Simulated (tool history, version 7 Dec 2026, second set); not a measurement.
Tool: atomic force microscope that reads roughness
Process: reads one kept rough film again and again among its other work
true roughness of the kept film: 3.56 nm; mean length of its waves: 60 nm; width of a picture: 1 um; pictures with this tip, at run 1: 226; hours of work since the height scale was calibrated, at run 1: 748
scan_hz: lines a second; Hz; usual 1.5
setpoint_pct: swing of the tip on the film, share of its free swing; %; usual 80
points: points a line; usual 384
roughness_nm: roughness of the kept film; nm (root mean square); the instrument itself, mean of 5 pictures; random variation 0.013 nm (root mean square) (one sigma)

run,hour,scan_hz,setpoint_pct,points,pictures with this tip,hours of work since the height scale was calibrated,roughness_nm
1,0,1.5,80,384,226,748,2.909
# hour 16.5: new tip fitted
2,31.9,2.98,80,384,38,772,2.907
3,58.9,2.98,80,384,105,792,2.832
4,80.9,2.98,80,896,159,808,2.775
5,103.2,2.98,80,896,215,825,2.732
# hour 123.3: new tip fitted
6,129.2,2.98,80,896,15,844,2.907
7,149,2.98,80,896,64,858,2.877
8,165.4,2.98,80,896,104,870,2.816
9,186.4,1.5,80,692,156,886,2.964
10,211.1,1.5,80,692,218,904,2.899
# hour 230.1: new tip fitted
11,237.3,1.5,80,818,18,924,3.145
12,259.3,1.5,80,440,73,940,3.078
13,281.7,1.5,80,440,128,957,3.007
14,309.3,1.5,80,440,196,977,2.955
15,333.5,1.5,80,689,257,995,2.902
# hour 337.6: new tip fitted
16,355.7,1.5,62,689,45,1011,3.276
17,369.8,1.5,62,689,80,1022,3.217
18,394.9,1.5,62,689,142,1040,3.168
19,413.4,1.5,80,384,188,1054,2.945
20,438.7,1.5,80,384,251,1073,2.881
# hour 445.5: new tip fitted
21,457.7,3.02,80,384,31,1086,2.87
22,489.1,2.04,80,384,108,1110,2.926
23,512.6,3.07,80,384,166,1127,2.749
24,525.5,1.67,64,384,199,1137,3.07
25,545.1,1.5,84,384,247,1151,2.811
# hour 553.3: new tip fitted
26,572.1,1.5,80,891,47,1171,3.089
27,593.5,1.5,80,891,100,1187,3.04
28,614.8,1.5,80,891,152,1203,2.989
29,630.9,0.86,61,982,192,1215,3.118
30,659.1,1.5,68,600,262,1236,2.953
# hour 662.3: new tip fitted
31,685.8,1,60,725,58,1255,3.285
32,700,1,60,725,93,1266,3.222
33,714.5,0.74,80,725,129,1276,3.128
34,732.2,0.74,80,725,173,1290,3.081
35,751.3,0.74,84,581,220,1304,2.998
36,764.9,0.74,84,581,254,1314,2.953
# hour 769.2: new tip fitted
37,796.6,1.72,72,315,68,1337,3.116
38,814.9,1.72,72,315,113,1351,3.081
39,827.7,1.5,61,526,145,1360,3.133
40,845.7,1.5,61,526,190,1374,3.097
41,859.2,1.35,59,384,223,1384,3.081
# hour 877: new tip fitted
42,881.3,1.35,59,384,11,1400,3.283
43,905.8,1.5,80,640,71,1418,3.057
44,929.6,1.5,80,640,130,1435,2.954
45,946.8,1.5,80,640,173,1448,2.958

5 ways to go on from here, each from the tool as it stands after run 45. What would each give?
A,974.2,1.56,56,948,241,1469,?
B,974.2,2.23,66,723,241,1469,?
C,974.2,3.32,72,384,241,1469,?
D,974.2,1.81,60,575,241,1469,?
E,974.2,0.7,86,477,241,1469,?

run,roughness_nm
A,3.063
B,2.966
C,2.781
D,3.034
E,2.965
Without the tool's hidden state the same runs would have given:
run,roughness_nm
A,3.396
B,3.289
C,3.084
D,3.363
E,3.288

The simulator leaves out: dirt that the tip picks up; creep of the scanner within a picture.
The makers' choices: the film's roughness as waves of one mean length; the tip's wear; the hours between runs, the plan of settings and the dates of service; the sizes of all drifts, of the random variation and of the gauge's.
